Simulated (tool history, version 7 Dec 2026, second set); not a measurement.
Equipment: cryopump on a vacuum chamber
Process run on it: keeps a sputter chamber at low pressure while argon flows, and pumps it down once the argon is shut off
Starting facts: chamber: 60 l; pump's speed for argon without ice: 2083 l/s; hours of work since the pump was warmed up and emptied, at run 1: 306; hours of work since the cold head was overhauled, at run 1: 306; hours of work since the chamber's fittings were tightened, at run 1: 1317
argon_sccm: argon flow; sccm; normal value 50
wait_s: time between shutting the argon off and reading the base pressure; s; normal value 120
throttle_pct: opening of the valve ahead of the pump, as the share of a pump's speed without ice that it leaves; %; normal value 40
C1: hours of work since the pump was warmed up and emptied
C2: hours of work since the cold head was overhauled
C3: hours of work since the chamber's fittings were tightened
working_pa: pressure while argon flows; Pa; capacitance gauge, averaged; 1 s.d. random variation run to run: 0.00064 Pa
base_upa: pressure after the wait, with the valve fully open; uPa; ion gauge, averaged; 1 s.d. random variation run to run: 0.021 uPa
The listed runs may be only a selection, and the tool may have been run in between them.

run 1 hour=0 | argon_sccm=50 wait_s=120 throttle_pct=40 | C1=306 C2=306 C3=1317 | working_pa=0.104 base_upa=2.03
run 2 hour=11.2 | argon_sccm=50 wait_s=120 throttle_pct=40 | C1=313 C2=313 C3=1325 | working_pa=0.1054 base_upa=1.98
run 3 hour=30.1 | argon_sccm=50 wait_s=120 throttle_pct=40 | C1=326 C2=326 C3=1337 | working_pa=0.1043 base_upa=2.06
run 4 hour=51.6 | argon_sccm=50 wait_s=120 throttle_pct=21 | C1=340 C2=340 C3=1352 | working_pa=0.1958 base_upa=2.03
run 5 hour=66.6 | argon_sccm=50 wait_s=120 throttle_pct=40 | C1=350 C2=350 C3=1362 | working_pa=0.1047 base_upa=2.12
run 6 hour=93.8 | argon_sccm=29 wait_s=22 throttle_pct=28 | C1=369 C2=369 C3=1380 | working_pa=0.0863 base_upa=3.74
run 7 hour=108.4 | argon_sccm=29 wait_s=22 throttle_pct=28 | C1=378 C2=378 C3=1390 | working_pa=0.086 base_upa=3.53
run 8 hour=134.4 | argon_sccm=42 wait_s=24 throttle_pct=22 | C1=396 C2=396 C3=1407 | working_pa=0.158 base_upa=3.43
run 9 hour=161.2 | argon_sccm=42 wait_s=24 throttle_pct=22 | C1=414 C2=414 C3=1425 | working_pa=0.1579 base_upa=3.63
run 10 hour=176.3 | argon_sccm=50 wait_s=21 throttle_pct=27 | C1=424 C2=424 C3=1435 | working_pa=0.1541 base_upa=3.77

Measured result minus the same run's result without the hidden state. Both carry the same run-to-run variation, though not necessarily the same gauge scatter:
Unlogged tool condition in this case: pump's speed, % of a pump's without ice; cold plate's temperature, K; leak into the chamber, uPa l/s; drift of the gauge itself on working_pa, %; drift of the gauge itself on base_upa, %.
run=1 working_pa=+0.0031 base_upa=+1.51
run=2 working_pa=+0.0031 base_upa=+1.51
run=3 working_pa=+0.0033 base_upa=+1.54
run=4 working_pa=+0.0034 base_upa=+1.56
run=5 working_pa=+0.0035 base_upa=+1.61
run=6 working_pa=+0.0022 base_upa=+1.66
run=7 working_pa=+0.0021 base_upa=+1.58
run=8 working_pa=+0.0033 base_upa=+1.61
run=9 working_pa=+0.0034 base_upa=+1.72
run=10 working_pa=+0.0042 base_upa=+1.68
